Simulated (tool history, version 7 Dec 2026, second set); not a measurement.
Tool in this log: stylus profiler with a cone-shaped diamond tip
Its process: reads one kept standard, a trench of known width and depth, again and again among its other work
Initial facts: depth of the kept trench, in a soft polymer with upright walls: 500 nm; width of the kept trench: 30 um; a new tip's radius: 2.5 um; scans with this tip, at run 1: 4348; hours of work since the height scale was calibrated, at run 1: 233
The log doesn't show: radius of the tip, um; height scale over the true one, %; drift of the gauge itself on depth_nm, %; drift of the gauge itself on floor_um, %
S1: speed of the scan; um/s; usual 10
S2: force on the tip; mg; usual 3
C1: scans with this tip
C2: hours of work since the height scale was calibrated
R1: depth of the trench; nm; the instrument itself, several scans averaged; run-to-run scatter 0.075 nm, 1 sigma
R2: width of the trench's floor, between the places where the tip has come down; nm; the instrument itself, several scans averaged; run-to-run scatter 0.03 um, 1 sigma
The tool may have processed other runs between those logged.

run 1 hour=0 | S1=10 S2=3 | C1=4348 C2=233 | R1=507.12 R2=26930
run 2 hour=38.8 | S1=10 S2=3 | C1=4463 C2=261 | R1=507.04 R2=27010
run 3 hour=66.1 | S1=10 S2=3 | C1=4544 C2=280 | R1=507.02 R2=26980
run 4 hour=105.3 | S1=10 S2=3 | C1=4660 C2=309 | R1=507 R2=26920
run 5 hour=125.6 | S1=10 S2=3 | C1=4720 C2=323 | R1=507.06 R2=26940
run 6 hour=155.3 | S1=10 S2=3 | C1=4808 C2=345 | R1=506.94 R2=27000
run 7 hour=197.4 | S1=10 S2=3 | C1=4933 C2=375 | R1=506.92 R2=26950
run 8 hour=241.1 | S1=10 S2=3 | C1=5063 C2=407 | R1=506.99 R2=26920
run 9 hour=273.4 | S1=10 S2=1.53 | C1=5158 C2=430 | R1=504.53 R2=26890
run 10 hour=301.6 | S1=10 S2=1.43 | C1=5242 C2=451 | R1=504.29 R2=26940
run 11 hour=331.4 | S1=10 S2=1.43 | C1=5330 C2=472 | R1=504.23 R2=26900
run 12 hour=366.8 | S1=19 S2=3 | C1=5435 C2=498 | R1=507.06 R2=26910
run 13 hour=397.6 | S1=19 S2=3 | C1=5526 C2=520 | R1=507.07 R2=26870
run 14 hour=417.4 | S1=19 S2=3 | C1=5585 C2=534 | R1=506.89 R2=26910
run 15 hour=453.4 | S1=19 S2=3 | C1=5692 C2=560 | R1=507.11 R2=26890
run 16 hour=474.6 | S1=19 S2=3 | C1=5754 C2=576 | R1=507.09 R2=26880
run 17 hour=508.5 | S1=10 S2=3 | C1=5855 C2=600 | R1=506.97 R2=27000
run 18 hour=550.1 | S1=10 S2=3 | C1=5978 C2=630 | R1=507.04 R2=26940
run 19 hour=582 | S1=10 S2=3 | C1=6073 C2=653 | R1=507.09 R2=26930
run 20 hour=607.2 | S1=10 S2=3 | C1=6148 C2=672 | R1=507.01 R2=26980
run 21 hour=636.5 | S1=10 S2=3 | C1=6234 C2=693 | R1=507.05 R2=26970
run 22 hour=655.4 | S1=10 S2=3 | C1=6291 C2=706 | R1=507.03 R2=26950
run 23 hour=679.2 | S1=10 S2=3 | C1=6361 C2=724 | R1=506.87 R2=26890
run 24 hour=715.8 | S1=10 S2=3 | C1=6470 C2=750 | R1=507.08 R2=26960
run 25 hour=737.1 | S1=33 S2=3.76 | C1=6533 C2=765 | R1=508.17 R2=26830
run 26 hour=771 | S1=33 S2=3.76 | C1=6633 C2=790 | R1=508.23 R2=26830
-- hour=799.1 height scale calibrated on a step standard
run 27 hour=813.9 | S1=14 S2=4.8 | C1=6759 C2=11 | R1=509.6 R2=26900
run 28 hour=850.8 | S1=9 S2=2.03 | C1=6868 C2=37 | R1=505.41 R2=26940
run 29 hour=885.5 | S1=9 S2=2.03 | C1=6971 C2=62 | R1=505.34 R2=26990
run 30 hour=912.1 | S1=9 S2=1.14 | C1=7050 C2=82 | R1=503.64 R2=26910
run 31 hour=940.4 | S1=9 S2=1.14 | C1=7134 C2=102 | R1=503.71 R2=26960
run 32 hour=965.4 | S1=33 S2=3.59 | C1=7208 C2=120 | R1=507.87 R2=26860
run 33 hour=1005.3 | S1=33 S2=3.59 | C1=7326 C2=149 | R1=507.96 R2=26900
run 34 hour=1036.7 | S1=26 S2=3.52 | C1=7419 C2=172 | R1=507.81 R2=26890
run 35 hour=1080.4 | S1=26 S2=1.25 | C1=7549 C2=203 | R1=503.83 R2=26760
run 36 hour=1105.9 | S1=25 S2=1.08 | C1=7624 C2=222 | R1=503.53 R2=26850
run 37 hour=1132.5 | S1=8 S2=3.18 | C1=7703 C2=241 | R1=507.34 R2=26980
run 38 hour=1162.4 | S1=8 S2=3.18 | C1=7792 C2=263 | R1=507.2 R2=26980
run 39 hour=1203 | S1=31 S2=3 | C1=7912 C2=292 | R1=506.95 R2=26840
run 40 hour=1221.8 | S1=31 S2=3 | C1=7968 C2=306 | R1=506.98 R2=26830
run 41 hour=1246.3 | S1=10 S2=3.27 | C1=8041 C2=323 | R1=507.42 R2=26920
run 42 hour=1281.7 | S1=10 S2=3.27 | C1=8145 C2=349 | R1=507.45 R2=26970
run 43 hour=1317.5 | S1=19 S2=5.52 | C1=8251 C2=375 | R1=510.51 R2=26890
run 44 hour=1344.8 | S1=2 S2=1.41 | C1=8333 C2=394 | R1=504.19 R2=27010
run 45 hour=1379.7 | S1=30 S2=2.22 | C1=8436 C2=420 | R1=505.7 R2=26810
run 46 hour=1398.9 | S1=30 S2=2.22 | C1=8493 C2=434 | R1=505.68 R2=26880

Entry by entry between the runs, the difference in hidden state between the last listed run before and the first listed run after:
Run 26 -> run 27: height scale calibrated on a step standard (hour 799.1)
  height scale over the true one, %: -0.001 -> 0

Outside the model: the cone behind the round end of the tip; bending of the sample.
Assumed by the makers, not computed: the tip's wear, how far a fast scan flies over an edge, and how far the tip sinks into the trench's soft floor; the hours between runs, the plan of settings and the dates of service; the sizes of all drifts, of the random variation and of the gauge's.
